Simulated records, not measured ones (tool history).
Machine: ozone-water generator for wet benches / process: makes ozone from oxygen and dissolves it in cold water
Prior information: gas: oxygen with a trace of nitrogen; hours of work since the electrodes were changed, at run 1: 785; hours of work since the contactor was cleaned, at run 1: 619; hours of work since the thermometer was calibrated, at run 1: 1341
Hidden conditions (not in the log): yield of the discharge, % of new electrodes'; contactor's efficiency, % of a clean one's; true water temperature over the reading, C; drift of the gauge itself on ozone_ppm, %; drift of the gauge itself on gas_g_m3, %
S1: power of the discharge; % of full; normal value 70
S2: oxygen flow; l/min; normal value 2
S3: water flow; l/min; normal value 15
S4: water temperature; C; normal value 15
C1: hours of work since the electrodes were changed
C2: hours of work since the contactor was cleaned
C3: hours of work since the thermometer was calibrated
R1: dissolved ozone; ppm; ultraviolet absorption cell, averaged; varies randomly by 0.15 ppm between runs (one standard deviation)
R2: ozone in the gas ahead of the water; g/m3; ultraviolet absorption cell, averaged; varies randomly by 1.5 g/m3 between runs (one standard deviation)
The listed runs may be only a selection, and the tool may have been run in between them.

run   hour  S1    S2  S3  S4    C1   C2    C3    R1     R2
  1      0  70     2  15  15   785  619  1341  18.2  268.9
  2   35.1  70     2  15  15   815  650  1371  17.9  271.5
  3   49.6  70     2  15  15   828  662  1384  18.4  268.9
  4   69.2  70     2  10  15   845  679  1401    28  267.8
  5     92  70     2  10  15   865  699  1421  27.8  271.1
  6  107.3  41     2  10  15   878  712  1434  21.1  202.6
  7  129.7  70     2  13  15   897  732  1453  21.1  268.5
  8  157.7  70  3.26  15  15   922  756  1478  19.7  206.5
  9  176.2  70  3.26  15  15   938  772  1494  19.5  206.4
 10  193.9  70     2  15  15   953  788  1509  18.3  268.3
     199.7  -- contactor cleaned
 11  233.1  70     2  15  15   984   29  1540  18.1  265.7
 12  256.1  70     2  15  15  1004   49  1560  18.1    269
     277.4  -- contactor cleaned, once more
 13  293.2  70     2  15  15  1033   14  1589  18.5  269.7
 14  313.7  70     2  15  15  1051   32  1607  18.3  269.3
 15  338.4  43  1.13  10  13  1072   53  1628  19.8  284.7
 16  362.8  49  1.08  17  14  1093   74  1649  11.3  310.6
 17  383.3  49  1.08  17  14  1111   92  1667  11.2    313
 18  415.1  49  1.08  17  14  1139  120  1695  11.3  310.5
 19  435.3  49  1.08  17  14  1156  137  1712  11.1  310.9
 20  462.3  78  1.08  10  14  1180  161  1736  27.1    399
 21  484.1  70  2.06  13  15  1199  180  1755  21.5  263.5

Run 22 is up next; what results do you expect?
 22   519  70  2.06  13  15  1229  210  1785   ?   ?

R1: 21.5 ppm
R2: 264.6 g/m3
Minus the tool's unlogged condition, the same run would have read R1 21.9 ppm, R2 268.2 g/m3.
